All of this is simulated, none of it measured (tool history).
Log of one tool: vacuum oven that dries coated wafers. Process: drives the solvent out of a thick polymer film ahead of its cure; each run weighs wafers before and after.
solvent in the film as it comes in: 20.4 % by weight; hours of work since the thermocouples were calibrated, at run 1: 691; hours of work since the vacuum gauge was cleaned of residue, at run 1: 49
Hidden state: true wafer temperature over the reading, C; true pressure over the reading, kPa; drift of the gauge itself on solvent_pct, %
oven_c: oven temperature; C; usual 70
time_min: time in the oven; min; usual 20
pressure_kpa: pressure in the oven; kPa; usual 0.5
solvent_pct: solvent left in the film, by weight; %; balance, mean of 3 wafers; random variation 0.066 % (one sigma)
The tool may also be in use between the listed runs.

run	hour	oven_c	time_min	pressure_kpa	hours of work since the thermocouples were calibrated	hours of work since the vacuum gauge was cleaned of residue	solvent_pct
1	0	70	20	0.5	691	49	5.44
2	28.5	70	20	0.5	712	70	5.47
3	42.5	84	20	0.5	722	80	1.77
4	70.6	84	20	0.5	743	101	1.87
5	85.9	70	20	0.5	754	112	5.45
6	116.5	70	20	0.5	776	134	5.4
7	134	70	35	0.5	789	147	2.73
8	147.6	70	20	0.5	799	157	5.39
9	171.3	70	20	0.5	816	174	5.46
# hour 181.4: oven's thermocouples calibrated
10	191.8	70	25	0.5	8	188	4.34
11	210.3	70	20	0.5	21	201	5.51
12	227.1	70	20	0.5	33	214	5.45
13	258.4	70	20	0.5	56	236	5.5
14	280.1	70	20	0.5	72	252	5.46
15	301.1	70	20	0.5	87	268	5.47
16	320.6	70	20	0.5	102	282	5.39
17	338.6	70	20	0.5	115	295	5.48
18	365.3	70	11	0.5	134	314	8.8
19	397.8	70	20	1.934	158	338	7.64
20	421.3	70	20	1.934	175	355	7.68
21	445	70	12	0.5	192	373	8.45
22	474.1	70	12	0.5	214	394	8.53
23	503.7	67	20	0.5	235	415	6.38
24	523.9	70	20	0.5	250	430	5.53
25	546.5	70	20	0.5	267	447	5.51
26	560.8	70	20	0.5	277	457	5.45
27	582.1	68	20	0.37	292	473	5.79
28	612.5	73	15	0.5	315	495	6.21
29	640.3	70	20	0.518	335	515	5.55
30	657.2	70	23	1.778	347	527	6.7
31	688.7	70	23	1.778	370	551	6.49
32	720.8	76	12	0.44	394	574	6.33
33	740.2	61	10	0.5	408	588	12.11
34	769.7	61	10	0.5	429	610	12.01
35	785	61	10	0.5	441	621	11.78
36	809.8	70	27	0.502	459	639	3.96
37	836.1	68	20	0.419	478	658	6.03
38	864.3	70	20	0.503	498	679	5.4
39	893	70	20	0.503	519	700	5.55
40	918.9	70	20	1.607	538	719	7.23
41	938.1	82	27	0.294	552	732	1.11
42	969.4	82	27	0.294	575	755	1.05
43	994	71	23	0.956	593	773	5.07
44	1007.5	70	20	1.047	603	783	6.31
45	1036.6	70	20	1.047	624	804	6.32
46	1058.6	70	20	1.047	640	820	6.33
47	1079	68	15	1.996	655	835	9.79
48	1098.2	70	31	1.996	669	849	5.8

Hidden state at the last listed run before each entry between runs and at the first one after, where it differs:
Between runs 9 and 10: oven's thermocouples calibrated (hour 181.4)
  true wafer temperature over the reading, C: -0.02 -> -0.01; true pressure over the reading, kPa: 0.002 -> 0.003

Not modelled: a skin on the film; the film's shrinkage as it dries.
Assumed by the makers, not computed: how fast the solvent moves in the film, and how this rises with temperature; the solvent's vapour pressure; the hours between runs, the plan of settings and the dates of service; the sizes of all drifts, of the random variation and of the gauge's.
